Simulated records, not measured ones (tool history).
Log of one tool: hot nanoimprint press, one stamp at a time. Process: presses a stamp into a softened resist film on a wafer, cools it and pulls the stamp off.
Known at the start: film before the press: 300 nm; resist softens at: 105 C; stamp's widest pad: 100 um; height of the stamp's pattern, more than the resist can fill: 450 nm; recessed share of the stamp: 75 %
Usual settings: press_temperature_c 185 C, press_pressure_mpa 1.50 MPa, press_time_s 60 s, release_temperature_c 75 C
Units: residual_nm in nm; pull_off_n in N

run	day	press_temperature_c	press_pressure_mpa	press_time_s	release_temperature_c	residual_nm	pull_off_n
1	0.000	185	1.50	60	75	113.2	223
2	3.100	185	1.05	60	75	136.0	236
3	5.388	185	1.05	60	75	136.5	248
4	7.562	185	1.49	60	75	114.2	258
5	10.888	185	1.49	60	75	115.8	258
6	12.850	185	1.50	60	75	117.0	267
# day 13.762: stamp cleaned and given a new release coat
# day 15.250: plate thermocouple calibrated
7	15.250	185	1.50	60	75	118.5	193
8	17.575	185	1.28	60	75	129.1	198
9	21.238	185	1.50	60	75	120.1	223
10	25.062	185	1.50	60	75	122.1	238
11	28.125	185	1.50	60	75	122.1	243
12	31.483	185	1.50	46	75	136.1	265
# day 34.154: plate thermocouple calibrated, once more
13	35.529	185	1.50	46	75	126.7	284
# day 36.683: stamp cleaned and given a new release coat
14	39.996	185	1.50	46	75	127.6	203
15	42.692	185	1.50	46	75	127.8	207
16	44.708	180	1.31	108	66	119.4	245
17	48.858	176	1.50	35	75	187.1	237
18	51.217	176	1.50	35	75	188.1	248
19	53.150	196	1.06	60	69	99.5	273
20	56.550	196	1.06	60	69	101.2	287
# day 58.329: plate thermocouple calibrated
# day 58.867: press's hydraulic seals changed and the load cell set to zero
21	58.888	196	1.06	60	69	94.3	284
# day 59.738: stamp cleaned and given a new release coat
22	63.321	196	1.06	35	74	117.0	196
23	65.629	196	1.06	35	74	117.6	209
24	68.808	196	1.06	35	74	117.9	225
25	71.225	196	1.06	35	74	119.0	233
26	73.421	196	1.06	35	74	118.7	256
27	75.771	182	1.72	35	82	144.0	231
28	78.183	182	1.72	35	82	143.8	247

4 ways to go on from here, each from the tool as it stands after run 28. What would each give?
A	80.325	185	1.50	48	75	?	?
B	80.325	185	1.82	60	75	?	?
C	80.325	182	1.64	46	82	?	?
D	80.325	182	0.92	40	75	?	?

run	residual_nm	pull_off_n
A	126.2	263
B	105.1	267
C	134.3	259
D	182.8	275
Without the tool's hidden state the same runs would have given:
run	residual_nm	pull_off_n
A	121.2	178
B	100.6	182
C	128.8	177
D	177.1	188

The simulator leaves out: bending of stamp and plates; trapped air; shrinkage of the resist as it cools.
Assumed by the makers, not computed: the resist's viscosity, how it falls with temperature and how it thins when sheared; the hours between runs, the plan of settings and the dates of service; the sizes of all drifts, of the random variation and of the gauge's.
